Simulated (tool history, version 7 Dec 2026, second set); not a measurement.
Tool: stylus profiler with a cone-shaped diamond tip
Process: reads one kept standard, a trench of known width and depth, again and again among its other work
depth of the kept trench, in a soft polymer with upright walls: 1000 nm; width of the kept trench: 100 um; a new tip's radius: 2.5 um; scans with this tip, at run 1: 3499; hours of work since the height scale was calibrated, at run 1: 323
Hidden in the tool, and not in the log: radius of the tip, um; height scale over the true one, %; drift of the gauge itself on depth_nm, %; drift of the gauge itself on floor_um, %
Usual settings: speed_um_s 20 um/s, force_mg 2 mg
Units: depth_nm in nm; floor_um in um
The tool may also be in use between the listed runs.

run,hour,speed_um_s,force_mg,scans with this tip,hours of work since the height scale was calibrated,depth_nm,floor_um
1,0,20,2,3499,323,1015.38,95.64
2,15.4,20,2,3589,332,1015.16,95.67
3,36.2,20,2,3710,343,1015.67,95.67
4,60.5,20,2,3852,356,1015.93,95.61
5,75.3,18,2,3937,364,1015.51,95.62
6,101.9,20,2,4093,378,1015.78,95.59
7,118.2,20,2,4187,387,1015.91,95.6
8,140.8,20,2,4319,399,1015.81,95.53
9,156.1,20,2,4408,407,1015.77,95.56
10,179,20,2,4541,420,1016.3,95.55
11,194.4,20,2,4631,428,1015.8,95.57
12,219.8,20,2,4779,441,1016.14,95.61
13,241.4,20,1.16,4905,453,1011.73,95.5
14,268.7,20,1.16,5063,468,1011.76,95.43
15,288.7,20,1.16,5180,479,1012.24,95.5
16,302.7,20,1.16,5261,486,1011.95,95.49
17,329.7,20,0.67,5419,501,1009.25,95.44
18,356.8,20,2,5577,515,1016.31,95.51
19,381.2,7,1.11,5719,528,1012.14,95.46
20,396.2,76,3.75,5806,536,1023.83,95.32
21,411.5,76,3.75,5895,545,1023.78,95.32
22,434.5,34,2.6,6029,557,1019.27,95.43
23,460.5,24,2,6180,571,1016.36,95.38
24,487,6,5.19,6334,585,1028.69,95.49
25,502.3,31,2.64,6424,593,1019.51,95.32
26,527.5,54,3.32,6570,607,1022.06,95.26
27,542.7,54,3.32,6659,615,1022.57,95.28
28,562.9,54,5.27,6776,626,1029.49,95.33
29,577.2,54,5.27,6860,634,1029.79,95.35
30,601.4,33,5.17,7000,647,1028.87,95.33
31,622.8,33,5.17,7125,658,1029.62,95.27
32,643.2,33,5.65,7244,669,1031.31,95.3
33,655.6,10,0.87,7316,676,1011.72,95.34
34,678.8,10,0.87,7451,688,1011.41,95.33
35,695.7,10,1.11,7550,697,1013.01,95.3

Measured less the same run without the tool's hidden state. The same run-to-run variation is in both; the gauge's scatter may not be:
run,depth_nm,floor_um
1,+1.82,-0.29
2,+1.86,-0.29
3,+1.93,-0.3
4,+2,-0.32
5,+2.03,-0.32
6,+2.12,-0.33
7,+2.16,-0.35
8,+2.22,-0.36
9,+2.27,-0.37
10,+2.33,-0.38
11,+2.37,-0.38
12,+2.44,-0.39
13,+2.49,-0.4
14,+2.57,-0.42
15,+2.62,-0.42
16,+2.66,-0.43
17,+2.73,-0.45
18,+2.83,-0.46
19,+2.88,-0.47
20,+2.95,-0.48
21,+2.98,-0.49
22,+3.04,-0.5
23,+3.1,-0.51
24,+3.22,-0.52
25,+3.23,-0.54
26,+3.31,-0.54
27,+3.35,-0.55
28,+3.43,-0.56
29,+3.47,-0.57
30,+3.54,-0.58
31,+3.61,-0.59
32,+3.67,-0.6
33,+3.63,-0.6
34,+3.71,-0.62
35,+3.76,-0.63
